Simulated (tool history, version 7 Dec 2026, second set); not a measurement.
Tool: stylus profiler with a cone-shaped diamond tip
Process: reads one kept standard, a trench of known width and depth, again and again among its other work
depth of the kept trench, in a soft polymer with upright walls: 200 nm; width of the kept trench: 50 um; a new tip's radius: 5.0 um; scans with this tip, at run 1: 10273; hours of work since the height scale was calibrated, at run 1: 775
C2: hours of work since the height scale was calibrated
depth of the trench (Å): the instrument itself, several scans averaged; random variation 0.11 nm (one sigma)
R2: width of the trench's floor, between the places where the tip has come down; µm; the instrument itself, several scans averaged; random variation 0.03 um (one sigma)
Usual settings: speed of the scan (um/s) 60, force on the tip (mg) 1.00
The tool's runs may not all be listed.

run 1 hour=0.0 | speed_of_the_scan_(um/s)=60 force_on_the_tip_(mg)=1.00 | scans_with_this_tip=10273 C2=775 | depth_of_the_trench_(Å)=2026.4 R2=46.08
run 2 hour=41.8 | speed_of_the_scan_(um/s)=60 force_on_the_tip_(mg)=1.00 | scans_with_this_tip=10600 C2=800 | depth_of_the_trench_(Å)=2026.4 R2=46.04
run 3 hour=66.3 | speed_of_the_scan_(um/s)=60 force_on_the_tip_(mg)=1.00 | scans_with_this_tip=10791 C2=814 | depth_of_the_trench_(Å)=2027.5 R2=46.08
run 4 hour=119.9 | speed_of_the_scan_(um/s)=60 force_on_the_tip_(mg)=1.00 | scans_with_this_tip=11209 C2=846 | depth_of_the_trench_(Å)=2029.4 R2=46.01
run 5 hour=147.0 | speed_of_the_scan_(um/s)=60 force_on_the_tip_(mg)=1.00 | scans_with_this_tip=11421 C2=862 | depth_of_the_trench_(Å)=2027.7 R2=46.02
run 6 hour=191.4 | speed_of_the_scan_(um/s)=60 force_on_the_tip_(mg)=1.00 | scans_with_this_tip=11767 C2=888 | depth_of_the_trench_(Å)=2030.6 R2=45.94
run 7 hour=248.1 | speed_of_the_scan_(um/s)=60 force_on_the_tip_(mg)=1.00 | scans_with_this_tip=12210 C2=921 | depth_of_the_trench_(Å)=2027.6 R2=45.91
run 8 hour=296.9 | speed_of_the_scan_(um/s)=60 force_on_the_tip_(mg)=1.00 | scans_with_this_tip=12591 C2=950 | depth_of_the_trench_(Å)=2028.0 R2=45.88
run 9 hour=343.3 | speed_of_the_scan_(um/s)=136 force_on_the_tip_(mg)=1.00 | scans_with_this_tip=12953 C2=977 | depth_of_the_trench_(Å)=2029.7 R2=45.61
run 10 hour=387.3 | speed_of_the_scan_(um/s)=136 force_on_the_tip_(mg)=1.00 | scans_with_this_tip=13296 C2=1003 | depth_of_the_trench_(Å)=2026.9 R2=45.50
run 11 hour=432.1 | speed_of_the_scan_(um/s)=60 force_on_the_tip_(mg)=0.42 | scans_with_this_tip=13646 C2=1030 | depth_of_the_trench_(Å)=2020.6 R2=45.76
run 12 hour=458.4 | speed_of_the_scan_(um/s)=60 force_on_the_tip_(mg)=0.42 | scans_with_this_tip=13851 C2=1045 | depth_of_the_trench_(Å)=2021.7 R2=45.69
run 13 hour=485.1 | speed_of_the_scan_(um/s)=60 force_on_the_tip_(mg)=0.39 | scans_with_this_tip=14060 C2=1061 | depth_of_the_trench_(Å)=2019.9 R2=45.68
run 14 hour=524.0 | speed_of_the_scan_(um/s)=60 force_on_the_tip_(mg)=1.00 | scans_with_this_tip=14364 C2=1084 | depth_of_the_trench_(Å)=2032.2 R2=45.79
run 15 hour=565.7 | speed_of_the_scan_(um/s)=60 force_on_the_tip_(mg)=1.00 | scans_with_this_tip=14689 C2=1108 | depth_of_the_trench_(Å)=2028.5 R2=45.76
run 16 hour=598.6 | speed_of_the_scan_(um/s)=232 force_on_the_tip_(mg)=1.00 | scans_with_this_tip=14946 C2=1128 | depth_of_the_trench_(Å)=2029.1 R2=45.01
run 17 hour=648.8 | speed_of_the_scan_(um/s)=57 force_on_the_tip_(mg)=1.00 | scans_with_this_tip=15338 C2=1157 | depth_of_the_trench_(Å)=2030.4 R2=45.76
run 18 hour=672.3 | speed_of_the_scan_(um/s)=60 force_on_the_tip_(mg)=0.40 | scans_with_this_tip=15522 C2=1171 | depth_of_the_trench_(Å)=2022.6 R2=45.58
run 19 hour=725.5 | speed_of_the_scan_(um/s)=73 force_on_the_tip_(mg)=2.47 | scans_with_this_tip=15937 C2=1202 | depth_of_the_trench_(Å)=2047.6 R2=45.75
run 20 hour=777.5 | speed_of_the_scan_(um/s)=60 force_on_the_tip_(mg)=2.34 | scans_with_this_tip=16342 C2=1233 | depth_of_the_trench_(Å)=2045.5 R2=45.81
run 21 hour=801.8 | speed_of_the_scan_(um/s)=137 force_on_the_tip_(mg)=1.40 | scans_with_this_tip=16532 C2=1247 | depth_of_the_trench_(Å)=2037.8 R2=45.44
run 22 hour=828.6 | speed_of_the_scan_(um/s)=16 force_on_the_tip_(mg)=0.52 | scans_with_this_tip=16741 C2=1263 | depth_of_the_trench_(Å)=2025.8 R2=45.83
run 23 hour=884.6 | speed_of_the_scan_(um/s)=16 force_on_the_tip_(mg)=0.52 | scans_with_this_tip=17179 C2=1296 | depth_of_the_trench_(Å)=2025.6 R2=45.81
run 24 hour=924.1 | speed_of_the_scan_(um/s)=214 force_on_the_tip_(mg)=2.83 | scans_with_this_tip=17487 C2=1319 | depth_of_the_trench_(Å)=2050.6 R2=45.33
run 25 hour=971.7 | speed_of_the_scan_(um/s)=214 force_on_the_tip_(mg)=2.83 | scans_with_this_tip=17859 C2=1347 | depth_of_the_trench_(Å)=2052.2 R2=45.22
run 26 hour=1012.4 | speed_of_the_scan_(um/s)=214 force_on_the_tip_(mg)=2.83 | scans_with_this_tip=18176 C2=1371 | depth_of_the_trench_(Å)=2052.5 R2=45.25
run 27 hour=1056.7 | speed_of_the_scan_(um/s)=214 force_on_the_tip_(mg)=2.83 | scans_with_this_tip=18522 C2=1398 | depth_of_the_trench_(Å)=2051.4 R2=45.28
run 28 hour=1095.9 | speed_of_the_scan_(um/s)=24 force_on_the_tip_(mg)=0.81 | scans_with_this_tip=18828 C2=1421 | depth_of_the_trench_(Å)=2031.0 R2=45.69
run 29 hour=1145.2 | speed_of_the_scan_(um/s)=145 force_on_the_tip_(mg)=0.37 | scans_with_this_tip=19213 C2=1450 | depth_of_the_trench_(Å)=2023.6 R2=44.70
run 30 hour=1177.2 | speed_of_the_scan_(um/s)=180 force_on_the_tip_(mg)=2.80 | scans_with_this_tip=19462 C2=1469 | depth_of_the_trench_(Å)=2053.8 R2=45.26
run 31 hour=1206.9 | speed_of_the_scan_(um/s)=123 force_on_the_tip_(mg)=2.09 | scans_with_this_tip=19695 C2=1486 | depth_of_the_trench_(Å)=2045.5 R2=45.37

Forecast run 32:
run 32 hour=1234.2 | speed_of_the_scan_(um/s)=172 force_on_the_tip_(mg)=1.04 | scans_with_this_tip=19908 C2=1502 | depth_of_the_trench_(Å)=? R2=?

Run 32 gave depth of the trench (Å) 2034.6, R2 44.94 µm.
Without the tool's hidden state the same run would have given depth of the trench (Å) 2018.4, R2 46.42 µm.
